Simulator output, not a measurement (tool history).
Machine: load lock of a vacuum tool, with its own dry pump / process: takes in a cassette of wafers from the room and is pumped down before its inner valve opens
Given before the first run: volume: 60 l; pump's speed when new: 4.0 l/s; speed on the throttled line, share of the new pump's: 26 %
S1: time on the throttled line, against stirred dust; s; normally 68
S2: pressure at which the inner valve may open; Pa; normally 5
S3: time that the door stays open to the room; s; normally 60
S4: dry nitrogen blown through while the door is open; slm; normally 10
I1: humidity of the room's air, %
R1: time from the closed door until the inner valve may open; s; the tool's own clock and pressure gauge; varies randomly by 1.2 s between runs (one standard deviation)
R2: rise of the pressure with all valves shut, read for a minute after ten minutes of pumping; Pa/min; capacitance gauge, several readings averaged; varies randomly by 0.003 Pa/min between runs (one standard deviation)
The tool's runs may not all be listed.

{"run": 1, "hour": 0.0, "S1": 68, "S2": 5, "S3": 60, "S4": 10, "I1": 43.9, "R1": 240.6, "R2": 0.065}
{"run": 2, "hour": 494.4, "S1": 68, "S2": 5, "S3": 133, "S4": 10, "I1": 45.2, "R1": 242, "R2": 0.117}
{"run": 3, "hour": 956.1, "S1": 68, "S2": 5, "S3": 133, "S4": 10, "I1": 43.9, "R1": 202.5, "R2": 0.133}
{"run": 4, "hour": 1280.7, "S1": 68, "S2": 5, "S3": 133, "S4": 10, "I1": 46.2, "R1": 201.1, "R2": 0.147}
{"run": 5, "hour": 1550.5, "S1": 68, "S2": 5, "S3": 133, "S4": 10, "I1": 44.7, "R1": 203.2, "R2": 0.169}
{"run": 6, "hour": 2096.2, "S1": 68, "S2": 5, "S3": 133, "S4": 11, "I1": 44.7, "R1": 203.9, "R2": 0.197}
{"run": 7, "hour": 2543.0, "S1": 68, "S2": 5, "S3": 133, "S4": 12, "I1": 44.9, "R1": 205.2, "R2": 0.237}
{"run": 8, "hour": 2944.1, "S1": 68, "S2": 5, "S3": 60, "S4": 10, "I1": 42.9, "R1": 203.9, "R2": 0.25}
{"run": 9, "hour": 3362.5, "S1": 68, "S2": 5, "S3": 60, "S4": 10, "I1": 45.7, "R1": 206.1, "R2": 0.288}
{"run": 10, "hour": 3796.6, "S1": 68, "S2": 5, "S3": 60, "S4": 10, "I1": 43.9, "R1": 206, "R2": 0.343}
{"run": 11, "hour": 4134.8, "S1": 68, "S2": 5, "S3": 60, "S4": 10, "I1": 43.4, "R1": 206.7, "R2": 0.366}
{"run": 12, "hour": 4469.7, "S1": 68, "S2": 5, "S3": 60, "S4": 29, "I1": 45.8, "R1": 205.6, "R2": 0.403}
{"run": 13, "hour": 4711.6, "S1": 68, "S2": 5, "S3": 60, "S4": 29, "I1": 43.2, "R1": 209.3, "R2": 0.426}
{"run": 14, "hour": 5230.6, "S1": 68, "S2": 5, "S3": 60, "S4": 29, "I1": 45.6, "R1": 210.4, "R2": 0.043}
{"run": 15, "hour": 5500.7, "S1": 68, "S2": 5, "S3": 60, "S4": 29, "I1": 43, "R1": 211.3, "R2": 0.046}
{"run": 16, "hour": 5963.6, "S1": 68, "S2": 5, "S3": 60, "S4": 29, "I1": 45.5, "R1": 209, "R2": 0.071}
{"run": 17, "hour": 6380.5, "S1": 68, "S2": 5, "S3": 231, "S4": 10, "I1": 45.5, "R1": 211, "R2": 0.15}
{"run": 18, "hour": 6702.7, "S1": 68, "S2": 5, "S3": 231, "S4": 10, "I1": 44.8, "R1": 211.8, "R2": 0.166}
{"run": 19, "hour": 6989.2, "S1": 68, "S2": 5, "S3": 231, "S4": 10, "I1": 44.2, "R1": 210.9, "R2": 0.188}
{"run": 20, "hour": 7310.5, "S1": 68, "S2": 5, "S3": 231, "S4": 10, "I1": 45.9, "R1": 214, "R2": 0.209}
{"run": 21, "hour": 7687.2, "S1": 81, "S2": 8, "S3": 35, "S4": 44, "I1": 42.2, "R1": 213.4, "R2": 0.149}
{"run": 22, "hour": 8084.0, "S1": 81, "S2": 8, "S3": 35, "S4": 44, "I1": 43.7, "R1": 214.5, "R2": 0.187}
{"run": 23, "hour": 8430.8, "S1": 81, "S2": 8, "S3": 35, "S4": 44, "I1": 44.4, "R1": 215.2, "R2": 0.217}
{"run": 24, "hour": 8795.2, "S1": 68, "S2": 5, "S3": 60, "S4": 7, "I1": 42.8, "R1": 218.8, "R2": 0.279}
{"run": 25, "hour": 9352.2, "S1": 34, "S2": 5, "S3": 105, "S4": 10, "I1": 44.8, "R1": 191.9, "R2": 0.357}
{"run": 26, "hour": 9824.3, "S1": 34, "S2": 5, "S3": 105, "S4": 10, "I1": 48.7, "R1": 193.3, "R2": 0.398}
{"run": 27, "hour": 10149.0, "S1": 73, "S2": 5, "S3": 34, "S4": 9, "I1": 48.7, "R1": 222, "R2": 0.412}
{"run": 28, "hour": 10431.1, "S1": 68, "S2": 5, "S3": 27, "S4": 15, "I1": 44, "R1": 220.3, "R2": 0.43}
{"run": 29, "hour": 10941.0, "S1": 68, "S2": 10, "S3": 27, "S4": 15, "I1": 46.8, "R1": 208.3, "R2": 0.03}
{"run": 30, "hour": 11323.2, "S1": 43, "S2": 6, "S3": 27, "S4": 15, "I1": 45.8, "R1": 198.2, "R2": 0.04}
{"run": 31, "hour": 11869.7, "S1": 115, "S2": 6, "S3": 27, "S4": 4, "I1": 45.8, "R1": 248.4, "R2": 0.065}
{"run": 32, "hour": 12432.6, "S1": 68, "S2": 6, "S3": 60, "S4": 6, "I1": 44.4, "R1": 217.5, "R2": 0.104}
{"run": 33, "hour": 12834.5, "S1": 68, "S2": 6, "S3": 60, "S4": 6, "I1": 42.1, "R1": 218.2, "R2": 0.129}
{"run": 34, "hour": 13084.0, "S1": 68, "S2": 4, "S3": 60, "S4": 29, "I1": 44.6, "R1": 227.6, "R2": 0.13}
{"run": 35, "hour": 13573.2, "S1": 68, "S2": 6, "S3": 60, "S4": 5, "I1": 44.4, "R1": 222.8, "R2": 0.171}
{"run": 36, "hour": 13958.1, "S1": 102, "S2": 5, "S3": 102, "S4": 10, "I1": 44.6, "R1": 247.2, "R2": 0.208}
{"run": 37, "hour": 14285.3, "S1": 68, "S2": 8, "S3": 151, "S4": 10, "I1": 47.2, "R1": 218.6, "R2": 0.251}

Not shown: 3 entries that the log had between the listed runs. Between which runs, and how does the tool's hidden state differ before and after?
Between runs 2 and 3: dry pump taken out, an overhauled one fitted (hour 651)
  pump's speed, % of a new pump's: 76.7 -> 98.4; leak at the door's seal, Pa l/s: 0.0451 -> 0.0647
  the result without the hidden state subtracted from the measured one, R1: +41.4 -> +2.2 s; R2: +0.043 -> +0.063 Pa/min
Between runs 13 and 14: door's seal changed, seat wiped (hour 4937)
  pump's speed, % of a new pump's: 94.3 -> 93.8; leak at the door's seal, Pa l/s: 0.3922 -> 0.0094
  the result without the hidden state subtracted from the measured one, R1: +8.7 -> +9.1 s; R2: +0.394 -> +0.008 Pa/min
Between runs 28 and 29: door's seal changed, seat wiped (hour 10774.4)
  pump's speed, % of a new pump's: 88.1 -> 87.6; leak at the door's seal, Pa l/s: 0.4114 -> 0.006
  the result without the hidden state subtracted from the measured one, R1: +19 -> +17.6 s; R2: +0.404 -> +0.003 Pa/min
